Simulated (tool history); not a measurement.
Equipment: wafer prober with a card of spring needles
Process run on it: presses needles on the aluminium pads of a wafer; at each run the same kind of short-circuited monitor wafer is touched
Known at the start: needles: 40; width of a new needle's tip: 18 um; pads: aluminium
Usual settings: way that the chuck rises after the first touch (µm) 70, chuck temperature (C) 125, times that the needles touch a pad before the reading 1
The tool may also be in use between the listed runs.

run   hour  way that the chuck rises after the first touch (µm)  chuck temperature (C)  times that the needles touch a pad before the reading  resistance of one needle with its contact and lead (mohm)  way that a needle slides on the pad (µm)
  1    0.0                                                   70                    125                                                      1                                                        297                                     19.23
       5.2  -- tips cleaned on abrasive film
      19.3  -- tips cleaned on abrasive film
  2   23.0                                                   88                    125                                                      1                                                        296                                     24.17
      33.2  -- tips cleaned on abrasive film
  3   44.7                                                   88                    125                                                      1                                                        289                                     24.15
      46.9  -- tips cleaned on abrasive film
      61.9  -- tips cleaned on abrasive film
  4   63.2                                                   88                    125                                                      1                                                        296                                     24.13
      75.6  -- tips cleaned on abrasive film
  5   77.9                                                   88                    125                                                      1                                                        299                                     24.14
      89.9  -- tips cleaned on abrasive film
  6   99.9                                                   88                    125                                                      1                                                        297                                     24.12
     101.6  -- height of the first contact set anew
     105.4  -- tips cleaned on abrasive film
     119.7  -- tips cleaned on abrasive film
  7  124.4                                                   88                    125                                                      1                                                        294                                     24.16
     134.1  -- tips cleaned on abrasive film
  8  139.0                                                   88                    125                                                      1                                                        292                                     24.12
     148.1  -- tips cleaned on abrasive film
  9  161.6                                                   88                    125                                                      1                                                        291                                     24.18
     163.6  -- tips cleaned on abrasive film
 10  173.0                                                   70                    125                                                      1                                                        301                                     19.23
     178.5  -- tips cleaned on abrasive film
     193.2  -- tips cleaned on abrasive film
 11  197.7                                                   70                    125                                                      1                                                        296                                     19.19
     207.4  -- tips cleaned on abrasive film
 12  213.3                                                   70                    125                                                      1                                                        292                                     19.19
     221.4  -- tips cleaned on abrasive film
     235.9  -- tips cleaned on abrasive film
 13  236.3                                                   70                    125                                                      1                                                        296                                     19.23
     250.4  -- tips cleaned on abrasive film
 14  252.6                                                   72                    125                                                      3                                                        296                                     19.74
     264.7  -- tips cleaned on abrasive film
 15  275.1                                                   73                     42                                                      1                                                        268                                     20.04
     279.4  -- tips cleaned on abrasive film
 16  292.2                                                   73                     42                                                      1                                                        273                                     20.04
     294.3  -- tips cleaned on abrasive film
     308.1  -- tips cleaned on abrasive film
 17  309.8                                                   73                     55                                                      1                                                        279                                     20.04
     322.8  -- tips cleaned on abrasive film
     324.1  -- height of the first contact set anew
 18  324.8                                                   54                     55                                                      1                                                        283                                     14.79
 19  334.8                                                   68                     35                                                      2                                                        272                                     18.67
     338.5  -- tips cleaned on abrasive film
 20  350.9                                                   65                     35                                                      2                                                        275                                     17.83
     353.0  -- tips cleaned on abrasive film
     366.9  -- tips cleaned on abrasive film
 21  367.9                                                   65                     35                                                      2                                                        273                                     17.86
 22  379.4                                                   65                     35                                                      2                                                        273                                     17.84
     381.6  -- tips cleaned on abrasive film
     395.9  -- tips cleaned on abrasive film
 23  396.9                                                   65                     35                                                      2                                                        272                                     17.81
 24  408.1                                                   62                     67                                                      1                                                        281                                     16.99

Predict each of these 5 candidate next runs independently; none follows another, all start after run 24:
     409.6  -- tips cleaned on abrasive film
     424.0  -- tips cleaned on abrasive film
  A  425.2                                                   62                     42                                                      2                                                          ?                                         ?
     409.6  -- tips cleaned on abrasive film
     424.0  -- tips cleaned on abrasive film
  B  425.2                                                   79                     37                                                      1                                                          ?                                         ?
     409.6  -- tips cleaned on abrasive film
     424.0  -- tips cleaned on abrasive film
  C  425.2                                                   75                     82                                                      2                                                          ?                                         ?
     409.6  -- tips cleaned on abrasive film
     424.0  -- tips cleaned on abrasive film
  D  425.2                                                   85                     57                                                      2                                                          ?                                         ?
     409.6  -- tips cleaned on abrasive film
     424.0  -- tips cleaned on abrasive film
  E  425.2                                                   62                     55                                                      1                                                          ?                                         ?

run  resistance of one needle with its contact and lead (mohm)  way that a needle slides on the pad (µm)
  A                                                        276                                     16.98
  B                                                        261                                     21.70
  C                                                        281                                     20.57
  D                                                        279                                     23.33
  E                                                        279                                     16.98
Had the tool no hidden state, the same runs would have come out as:
run  resistance of one needle with its contact and lead (mohm)  way that a needle slides on the pad (µm)
  A                                                        276                                     16.99
  B                                                        261                                     21.70
  C                                                        281                                     20.57
  D                                                        279                                     23.34
  E                                                        278                                     16.99

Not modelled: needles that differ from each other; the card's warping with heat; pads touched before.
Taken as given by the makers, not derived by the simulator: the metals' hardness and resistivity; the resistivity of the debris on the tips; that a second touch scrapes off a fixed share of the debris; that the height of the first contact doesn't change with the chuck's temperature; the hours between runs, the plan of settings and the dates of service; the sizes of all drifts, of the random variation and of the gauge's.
